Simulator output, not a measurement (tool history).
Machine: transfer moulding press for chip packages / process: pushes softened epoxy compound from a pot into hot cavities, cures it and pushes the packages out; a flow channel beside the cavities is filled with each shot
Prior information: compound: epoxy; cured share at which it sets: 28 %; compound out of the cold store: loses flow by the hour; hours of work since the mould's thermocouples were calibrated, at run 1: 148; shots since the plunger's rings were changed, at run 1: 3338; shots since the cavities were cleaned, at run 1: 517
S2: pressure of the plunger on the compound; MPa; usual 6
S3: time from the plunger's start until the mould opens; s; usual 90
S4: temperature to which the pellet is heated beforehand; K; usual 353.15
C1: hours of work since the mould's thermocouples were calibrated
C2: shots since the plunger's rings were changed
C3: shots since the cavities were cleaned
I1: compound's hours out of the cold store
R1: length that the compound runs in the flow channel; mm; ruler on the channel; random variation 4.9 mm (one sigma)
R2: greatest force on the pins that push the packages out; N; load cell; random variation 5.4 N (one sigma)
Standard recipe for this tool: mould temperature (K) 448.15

Run 1, hour 0: usual settings; C1 148; C2 3338; C3 517; I1 25.3. Result: R1 532 mm, R2 287 N.
Run 2, hour 9.9: usual settings; C1 152; C2 3421; C3 600; I1 25.7. Result: R1 528 mm, R2 283 N.
Run 3, hour 17.6: usual settings but S3 78 s; C1 155; C2 3485; C3 664; I1 24.8. Result: R1 537 mm, R2 367 N.
Run 4, hour 23.7: usual settings but S3 78 s; C1 158; C2 3536; C3 715; I1 26.9. Result: R1 531 mm, R2 377 N.
Run 5, hour 29.8: usual settings but S3 78 s; C1 160; C2 3587; C3 766; I1 20.7. Result: R1 543 mm, R2 388 N.
At hour 31.8: cavities cleaned with cleaning compound and waxed.
Run 6, hour 38.1: usual settings but mould temperature (K) 455.15; C1 163; C2 3644; C3 53; I1 11.7. Result: R1 543 mm, R2 174 N.
Run 7, hour 43.7: usual settings but mould temperature (K) 455.15; C1 165; C2 3690; C3 99; I1 38.5. Result: R1 497 mm, R2 177 N.
Run 8, hour 50.6: usual settings but mould temperature (K) 455.15; C1 168; C2 3748; C3 157; I1 47.1. Result: R1 477 mm, R2 190 N.
Run 9, hour 59.5: usual settings but mould temperature (K) 455.15; C1 172; C2 3822; C3 231; I1 17.7. Result: R1 530 mm, R2 212 N.
Run 10, hour 69.3: usual settings but S4 357.15 K; C1 176; C2 3904; C3 313; I1 31.2. Result: R1 511 mm, R2 241 N.
Run 11, hour 79.7: usual settings but S4 357.15 K; C1 180; C2 3991; C3 400; I1 15.4. Result: R1 545 mm, R2 264 N.
Run 12, hour 88.8: usual settings but S4 357.15 K; C1 184; C2 4067; C3 476; I1 8.8. Result: R1 555 mm, R2 274 N.
Run 13, hour 98.6: usual settings but S4 357.15 K; C1 188; C2 4148; C3 557; I1 36. Result: R1 511 mm, R2 276 N.
Run 14, hour 109.2: usual settings but S4 357.15 K; C1 192; C2 4236; C3 645; I1 31.5. Result: R1 512 mm, R2 287 N.
Run 15, hour 114: usual settings but S2 6.3 MPa, S4 359.15 K; C1 194; C2 4277; C3 686; I1 14. Result: R1 551 mm, R2 306 N.
Run 16, hour 122.9: usual settings but S2 6.3 MPa, S4 359.15 K; C1 198; C2 4351; C3 760; I1 27.4. Result: R1 534 mm, R2 300 N.
At hour 125.9: cavities cleaned with cleaning compound and waxed.
Run 17, hour 132.4: usual settings but S2 6.3 MPa, S4 359.15 K; C1 201; C2 4418; C3 55; I1 40.6. Result: R1 513 mm, R2 187 N.
Run 18, hour 140.6: usual settings but mould temperature (K) 455.15, S2 6.7 MPa; C1 205; C2 4486; C3 123; I1 34.9. Result: R1 527 mm, R2 178 N.
Run 19, hour 149: usual settings but S2 4.95 MPa, S4 354.15 K; C1 208; C2 4556; C3 193; I1 26.2. Result: R1 474 mm, R2 221 N.
Run 20, hour 154: usual settings but mould temperature (K) 443.15, S2 7.17 MPa; C1 210; C2 4598; C3 235; I1 37.7. Result: R1 554 mm, R2 284 N.
Run 21, hour 159.6: usual settings but mould temperature (K) 445.15, S3 125 s; C1 213; C2 4645; C3 282; I1 33.4. Result: R1 516 mm, R2 199 N.

Measured less the same run without the tool's hidden state. The same run-to-run variation is in both; the gauge's scatter may not be:
Hidden state present: true mould temperature over the reading, C; pressure that reaches the compound, % of what is set; grip of the stained cavities, % over clean ones'; drift of the gauge itself on flow_mm, %; drift of the gauge itself on push_out_n, %.
run   R1    R2
  1  -29  +100
  2  -29  +106
  3  -30  +141
  4  -30  +147
  5  -31  +158
  6  -32   +14
  7  -29   +22
  8  -29   +34
  9  -32   +48
 10  -33   +65
 11  -35   +79
 12  -37   +90
 13  -35  +100
 14  -35  +108
 15  -38  +120
 16  -38  +120
 17  -37   +12
 18  -38   +25
 19  -36   +42
 20  -42   +60
 21  -40   +52

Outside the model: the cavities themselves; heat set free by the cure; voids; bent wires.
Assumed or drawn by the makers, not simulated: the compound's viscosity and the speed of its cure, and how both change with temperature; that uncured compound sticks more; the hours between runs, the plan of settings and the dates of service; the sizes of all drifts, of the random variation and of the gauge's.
